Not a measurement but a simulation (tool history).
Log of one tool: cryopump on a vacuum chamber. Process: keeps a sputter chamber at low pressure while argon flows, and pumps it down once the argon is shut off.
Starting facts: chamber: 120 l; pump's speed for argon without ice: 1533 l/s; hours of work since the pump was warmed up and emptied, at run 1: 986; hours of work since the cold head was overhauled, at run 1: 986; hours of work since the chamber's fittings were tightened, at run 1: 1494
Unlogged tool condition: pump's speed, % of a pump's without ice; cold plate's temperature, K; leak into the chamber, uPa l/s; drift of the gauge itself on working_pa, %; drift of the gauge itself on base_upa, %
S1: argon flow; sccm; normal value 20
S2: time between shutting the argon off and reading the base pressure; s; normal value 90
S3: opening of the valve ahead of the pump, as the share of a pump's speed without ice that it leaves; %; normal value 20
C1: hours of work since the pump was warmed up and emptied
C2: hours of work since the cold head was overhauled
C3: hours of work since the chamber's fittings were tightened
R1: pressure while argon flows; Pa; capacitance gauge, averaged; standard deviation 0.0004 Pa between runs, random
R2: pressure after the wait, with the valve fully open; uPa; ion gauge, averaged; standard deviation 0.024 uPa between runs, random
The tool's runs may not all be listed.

Run 1, hour 0.0: usual settings; C1 986; C2 986; C3 1494. Result: R1 0.1150 Pa, R2 1.27 uPa.
Run 2, hour 94.2: usual settings; C1 1044; C2 1044; C3 1552. Result: R1 0.1161 Pa, R2 1.30 uPa.
Run 3, hour 139.0: usual settings; C1 1071; C2 1071; C3 1579. Result: R1 0.1155 Pa, R2 1.34 uPa.
Run 4, hour 225.3: usual settings but S3 31 %; C1 1124; C2 1124; C3 1631. Result: R1 0.0771 Pa, R2 1.34 uPa.
At hour 253.8: pump warmed up, emptied and cooled again.
Run 5, hour 284.3: usual settings; C1 19; C2 1156; C3 1664. Result: R1 0.1114 Pa, R2 1.19 uPa.
Run 6, hour 376.3: usual settings; C1 75; C2 1213; C3 1720. Result: R1 0.1111 Pa, R2 1.28 uPa.
Run 7, hour 448.0: usual settings but S3 25 %; C1 118; C2 1256; C3 1764. Result: R1 0.0889 Pa, R2 1.26 uPa.
Run 8, hour 489.7: usual settings but S3 34 %; C1 144; C2 1282; C3 1789. Result: R1 0.0661 Pa, R2 1.27 uPa.
Run 9, hour 574.8: usual settings but S3 34 %; C1 195; C2 1333; C3 1841. Result: R1 0.0662 Pa, R2 1.29 uPa.
Run 10, hour 660.2: usual settings but S3 34 %; C1 247; C2 1385; C3 1893. Result: R1 0.0662 Pa, R2 1.28 uPa.
Run 11, hour 729.6: usual settings; C1 290; C2 1428; C3 1935. Result: R1 0.1120 Pa, R2 1.26 uPa.
Run 12, hour 783.5: usual settings; C1 322; C2 1460; C3 1968. Result: R1 0.1129 Pa, R2 1.31 uPa.
Run 13, hour 886.8: usual settings; C1 385; C2 1523; C3 2031. Result: R1 0.1116 Pa, R2 1.31 uPa.
Run 14, hour 933.6: usual settings but S1 16 sccm; C1 414; C2 1552; C3 2060. Result: R1 0.0897 Pa, R2 1.35 uPa.
Run 15, hour 989.5: usual settings but S1 16 sccm; C1 448; C2 1586; C3 2094. Result: R1 0.0899 Pa, R2 1.29 uPa.
Run 16, hour 1065.5: usual settings but S1 16 sccm; C1 494; C2 1632; C3 2140. Result: R1 0.0893 Pa, R2 1.40 uPa.
Run 17, hour 1151.7: usual settings but S1 17 sccm, S2 25 s, S3 23 %; C1 547; C2 1685; C3 2192. Result: R1 0.0840 Pa, R2 3.17 uPa.
Run 18, hour 1224.1: usual settings but S1 17 sccm, S2 25 s, S3 23 %; C1 591; C2 1729; C3 2236. Result: R1 0.0836 Pa, R2 3.15 uPa.
Run 19, hour 1290.1: usual settings but S2 199 s; C1 631; C2 1769; C3 2277. Result: R1 0.1136 Pa, R2 1.04 uPa.
Run 20, hour 1345.2: usual settings but S2 199 s; C1 664; C2 1802; C3 2310. Result: R1 0.1137 Pa, R2 1.03 uPa.
Run 21, hour 1402.9: usual settings but S1 23 sccm, S2 39 s, S3 47 %; C1 700; C2 1837; C3 2345. Result: R1 0.0581 Pa, R2 2.39 uPa.
Run 22, hour 1504.9: usual settings but S2 23 s, S3 43 %; C1 762; C2 1900; C3 2407. Result: R1 0.0551 Pa, R2 3.45 uPa.
Run 23, hour 1562.2: usual settings but S2 23 s, S3 43 %; C1 797; C2 1935; C3 2442. Result: R1 0.0551 Pa, R2 3.51 uPa.
Run 24, hour 1630.7: usual settings but S1 13 sccm, S2 116 s, S3 38 %; C1 838; C2 1976; C3 2484. Result: R1 0.0406 Pa, R2 1.40 uPa.
At hour 1723.6: leaking fittings of the chamber tightened, without venting.
Run 25, hour 1727.0: usual settings but S1 35 sccm, S2 86 s, S3 27 %; C1 896; C2 2034; C3 2. Result: R1 0.1508 Pa, R2 0.97 uPa.
Run 26, hour 1830.7: usual settings but S1 22 sccm, S3 45 %; C1 959; C2 2097; C3 65. Result: R1 0.0594 Pa, R2 0.97 uPa.
Run 27, hour 1894.0: usual settings but S1 22 sccm, S3 45 %; C1 997; C2 2135; C3 104. Result: R1 0.0591 Pa, R2 0.98 uPa.
Run 28, hour 1963.4: usual settings but S1 11 sccm, S3 43 %; C1 1040; C2 2178; C3 146. Result: R1 0.0312 Pa, R2 1.03 uPa.
Run 29, hour 2054.7: usual settings but S1 29 sccm, S3 35 %; C1 1095; C2 2233; C3 202. Result: R1 0.0999 Pa, R2 1.03 uPa.
At hour 2132.1: pump warmed up, emptied and cooled again.
Run 30, hour 2156.1: usual settings but S1 13 sccm; C1 15; C2 2292; C3 260. Result: R1 0.0719 Pa, R2 0.97 uPa.
Run 31, hour 2220.7: usual settings but S1 13 sccm; C1 54; C2 2331; C3 300. Result: R1 0.0721 Pa, R2 0.98 uPa.
Run 32, hour 2273.1: usual settings but S1 15 sccm, S2 66 s, S3 45 %; C1 86; C2 2363; C3 331. Result: R1 0.0372 Pa, R2 1.24 uPa.

Consider 3 possible next runs. They are alternatives, not a sequence: every one starts from the tool as it was left by run 32. What does each give?
Run A, hour 2322.2: usual settings but S1 17 sccm, S2 93 s, S3 26 %; C1 116; C2 2393; C3 361. Result: R1 ?, R2 ?.
Run B, hour 2322.2: usual settings but S1 12 sccm; C1 116; C2 2393; C3 361. Result: R1 ?, R2 ?.
Run C, hour 2322.2: usual settings but S1 16 sccm, S2 66 s, S3 24 %; C1 116; C2 2393; C3 361. Result: R1 ?, R2 ?.

run      R1    R2
  A  0.0728  0.96
  B  0.0669  1.01
  C  0.0744  1.23
Stripped of hidden state, with their random variation kept, the same runs would have yielded:
run      R1    R2
  A  0.0716  0.82
  B  0.0661  0.87
  C  0.0733  1.09

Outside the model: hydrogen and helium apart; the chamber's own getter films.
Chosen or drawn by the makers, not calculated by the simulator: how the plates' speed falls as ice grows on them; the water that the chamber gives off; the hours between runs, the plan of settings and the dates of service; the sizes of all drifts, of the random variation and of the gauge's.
